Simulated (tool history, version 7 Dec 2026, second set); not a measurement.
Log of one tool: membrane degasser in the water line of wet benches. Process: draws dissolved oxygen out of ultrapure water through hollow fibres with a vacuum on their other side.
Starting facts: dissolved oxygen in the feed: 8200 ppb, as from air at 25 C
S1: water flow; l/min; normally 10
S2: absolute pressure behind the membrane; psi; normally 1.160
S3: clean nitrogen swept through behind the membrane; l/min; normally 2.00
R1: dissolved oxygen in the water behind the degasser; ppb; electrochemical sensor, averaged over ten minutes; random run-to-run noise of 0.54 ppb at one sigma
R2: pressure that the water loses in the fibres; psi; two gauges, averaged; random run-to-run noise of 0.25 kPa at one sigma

| run | day | S1 | S2 | S3 | R1 | R2 |
|---|---|---|---|---|---|---|
| 1 | 0.000 | 10 | 1.160 | 2.00 | 63.9 | 10.158 |
| 2 | 11.221 | 13 | 1.160 | 2.00 | 85.4 | 13.329 |
| 3 | 22.308 | 10 | 1.160 | 2.00 | 64.8 | 10.215 |
| 4 | 31.312 | 10 | 1.160 | 2.00 | 63.7 | 10.192 |
|  | 41.467 | vacuum gauge calibrated |
| 5 | 41.571 | 10 | 2.785 | 2.00 | 199.0 | 10.259 |
| 6 | 48.221 | 10 | 1.160 | 2.00 | 62.3 | 10.248 |
| 7 | 61.029 | 10 | 1.160 | 2.00 | 62.3 | 10.259 |
| 8 | 70.788 | 10 | 1.202 | 2.00 | 67.2 | 10.318 |
| 9 | 86.021 | 10 | 1.160 | 2.00 | 62.2 | 10.311 |
| 10 | 92.129 | 7 | 1.160 | 2.00 | 44.0 | 7.182 |
| 11 | 101.446 | 7 | 1.160 | 2.00 | 44.6 | 7.232 |
| 12 | 109.667 | 7 | 1.160 | 2.00 | 44.5 | 7.197 |
| 13 | 124.829 | 10 | 1.160 | 1.06 | 114.2 | 10.361 |
| 14 | 132.725 | 10 | 1.160 | 4.76 | 29.1 | 10.309 |
| 15 | 139.038 | 10 | 1.160 | 4.76 | 29.5 | 10.331 |
| 16 | 146.358 | 10 | 1.160 | 4.76 | 29.1 | 10.372 |
|  | 155.567 | seals of the vacuum lines changed |
| 17 | 161.079 | 16 | 0.753 | 1.20 | 82.7 | 16.621 |
| 18 | 172.571 | 16 | 0.753 | 1.20 | 83.5 | 16.613 |
| 19 | 180.579 | 16 | 0.753 | 1.20 | 83.4 | 16.620 |
| 20 | 187.096 | 13 | 1.914 | 2.11 | 158.0 | 13.494 |
| 21 | 195.112 | 8 | 1.017 | 2.00 | 39.4 | 8.299 |
| 22 | 209.854 | 8 | 1.017 | 2.00 | 39.6 | 8.331 |
| 23 | 217.883 | 10 | 0.896 | 3.67 | 23.5 | 10.433 |
| 24 | 226.317 | 10 | 0.896 | 3.67 | 24.1 | 10.418 |
| 25 | 236.742 | 7 | 1.569 | 1.38 | 98.2 | 7.326 |
| 26 | 245.483 | 8 | 1.160 | 2.00 | 50.2 | 8.350 |
| 27 | 252.962 | 8 | 1.160 | 2.00 | 51.2 | 8.444 |
| 28 | 260.596 | 8 | 0.831 | 1.71 | 32.7 | 8.415 |
| 29 | 266.833 | 12 | 0.738 | 4.82 | 19.9 | 12.612 |
|  | 267.633 | vacuum gauge calibrated |
| 30 | 279.304 | 12 | 0.738 | 4.82 | 18.8 | 12.628 |
| 31 | 290.438 | 10 | 2.015 | 2.00 | 132.9 | 10.538 |
| 32 | 302.979 | 10 | 2.645 | 3.96 | 99.5 | 10.573 |

Predict each of these 3 candidate next runs independently; none follows another, all start after run 32:
| A | 316.796 | 10 | 1.765 | 2.00 | ? | ? |
| B | 316.796 | 8 | 1.160 | 5.75 | ? | ? |
| C | 316.796 | 10 | 2.645 | 5.32 | ? | ? |

| run | R1 | R2 |
|---|---|---|
| A | 113.9 | 10.521 |
| B | 19.0 | 8.546 |
| C | 73.9 | 10.544 |
Stripped of hidden state, with their random variation kept, the same runs would have yielded:
| run | R1 | R2 |
|---|---|---|
| A | 108.9 | 9.823 |
| B | 17.6 | 7.981 |
| C | 70.5 | 9.844 |
